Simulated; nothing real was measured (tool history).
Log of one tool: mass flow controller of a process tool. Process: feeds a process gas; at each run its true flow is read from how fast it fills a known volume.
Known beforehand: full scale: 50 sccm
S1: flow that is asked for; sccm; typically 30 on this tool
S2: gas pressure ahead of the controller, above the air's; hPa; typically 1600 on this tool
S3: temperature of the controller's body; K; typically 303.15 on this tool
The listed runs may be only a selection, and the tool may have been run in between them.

run 1 hour=0 | S1=30 S2=1600 S3=303.15 | true_flow_(%)=100.38
run 2 hour=284.5 | S1=30 S2=1600 S3=303.15 | true_flow_(%)=100.3
run 3 hour=576.1 | S1=7 S2=1600 S3=303.15 | true_flow_(%)=102.08
run 4 hour=727.2 | S1=7 S2=1600 S3=303.15 | true_flow_(%)=102.29
run 5 hour=1064.3 | S1=7 S2=1600 S3=303.15 | true_flow_(%)=102.42
run 6 hour=1411.2 | S1=10 S2=1600 S3=303.15 | true_flow_(%)=101.56
run 7 hour=1563.9 | S1=10 S2=1600 S3=303.15 | true_flow_(%)=101.53
run 8 hour=1813.3 | S1=30 S2=1600 S3=303.15 | true_flow_(%)=100.21
run 9 hour=2138.4 | S1=30 S2=1600 S3=303.15 | true_flow_(%)=100.13
run 10 hour=2395 | S1=30 S2=1600 S3=303.15 | true_flow_(%)=100.23
run 11 hour=2661.1 | S1=30 S2=1600 S3=294.15 | true_flow_(%)=99.9
run 12 hour=2898.4 | S1=30 S2=1600 S3=294.15 | true_flow_(%)=99.8
run 13 hour=3150.8 | S1=30 S2=1600 S3=294.15 | true_flow_(%)=99.85
run 14 hour=3481.4 | S1=30 S2=1600 S3=303.15 | true_flow_(%)=100.15
-- hour=3498.3 controller's zero set anew
run 15 hour=3652.9 | S1=30 S2=2680 S3=303.15 | true_flow_(%)=100.27
run 16 hour=3877.2 | S1=30 S2=2680 S3=303.15 | true_flow_(%)=100.35
run 17 hour=4045.5 | S1=30 S2=2680 S3=303.15 | true_flow_(%)=100.23
run 18 hour=4252.7 | S1=30 S2=1600 S3=303.15 | true_flow_(%)=100.71
run 19 hour=4602 | S1=30 S2=1600 S3=303.15 | true_flow_(%)=100.68
-- hour=4815.9 controller's zero set anew, once more
run 20 hour=4908.2 | S1=30 S2=1600 S3=303.15 | true_flow_(%)=99.12
run 21 hour=5158.8 | S1=30 S2=1600 S3=297.15 | true_flow_(%)=98.95
run 22 hour=5505.7 | S1=27 S2=1600 S3=297.15 | true_flow_(%)=98.8
run 23 hour=5749.7 | S1=30 S2=1600 S3=303.15 | true_flow_(%)=99.08
run 24 hour=6064.3 | S1=30 S2=1600 S3=303.15 | true_flow_(%)=99.12
run 25 hour=6263.2 | S1=7 S2=1600 S3=311.15 | true_flow_(%)=99.71
run 26 hour=6622.8 | S1=30 S2=1600 S3=313.15 | true_flow_(%)=99.49
run 27 hour=6896.7 | S1=30 S2=1420 S3=303.15 | true_flow_(%)=99.06
run 28 hour=7082.4 | S1=14 S2=2770 S3=303.15 | true_flow_(%)=98.8
run 29 hour=7345.3 | S1=14 S2=2770 S3=303.15 | true_flow_(%)=98.86
run 30 hour=7496.4 | S1=5 S2=2610 S3=309.15 | true_flow_(%)=100.23
run 31 hour=7729.3 | S1=5 S2=2610 S3=309.15 | true_flow_(%)=100.3
run 32 hour=8030.7 | S1=30 S2=1600 S3=300.15 | true_flow_(%)=99.01
run 33 hour=8230.2 | S1=10 S2=2130 S3=311.15 | true_flow_(%)=99.69
run 34 hour=8542.8 | S1=30 S2=2620 S3=301.15 | true_flow_(%)=98.58
run 35 hour=8816 | S1=19 S2=2500 S3=310.15 | true_flow_(%)=98.98
run 36 hour=9101.7 | S1=19 S2=2500 S3=310.15 | true_flow_(%)=99.15
run 37 hour=9292.6 | S1=19 S2=2500 S3=310.15 | true_flow_(%)=99.11
run 38 hour=9481 | S1=19 S2=2160 S3=293.15 | true_flow_(%)=98.57
run 39 hour=9720.3 | S1=19 S2=2160 S3=297.15 | true_flow_(%)=98.8
run 40 hour=9989.3 | S1=17 S2=2250 S3=294.15 | true_flow_(%)=98.72
run 41 hour=10223.2 | S1=32 S2=1520 S3=293.15 | true_flow_(%)=98.5
run 42 hour=10402.5 | S1=32 S2=1520 S3=293.15 | true_flow_(%)=98.55
run 43 hour=10609.9 | S1=32 S2=1520 S3=293.15 | true_flow_(%)=98.66
run 44 hour=10883.7 | S1=30 S2=2190 S3=301.15 | true_flow_(%)=98.68
run 45 hour=11226.5 | S1=19 S2=1620 S3=298.15 | true_flow_(%)=99.15
run 46 hour=11590 | S1=19 S2=1620 S3=298.15 | true_flow_(%)=99
run 47 hour=11855.9 | S1=19 S2=1620 S3=298.15 | true_flow_(%)=99
run 48 hour=12137.9 | S1=19 S2=1620 S3=298.15 | true_flow_(%)=99.09

4 options for the next run, each taken on its own from the tool as it stands now. Forecast them:
run A hour=12451.7 | S1=30 S2=2600 S3=303.15 | true_flow_(%)=?
run B hour=12451.7 | S1=12 S2=2770 S3=305.15 | true_flow_(%)=?
run C hour=12451.7 | S1=5 S2=2690 S3=303.15 | true_flow_(%)=?
run D hour=12451.7 | S1=19 S2=1620 S3=294.15 | true_flow_(%)=?

run=A true_flow_(%)=98.53
run=B true_flow_(%)=99.66
run=C true_flow_(%)=102.32
run=D true_flow_(%)=98.87
Without the tool's hidden state the same runs would have given:
run=A true_flow_(%)=99.74
run=B true_flow_(%)=99.66
run=C true_flow_(%)=99.53
run=D true_flow_(%)=99.61
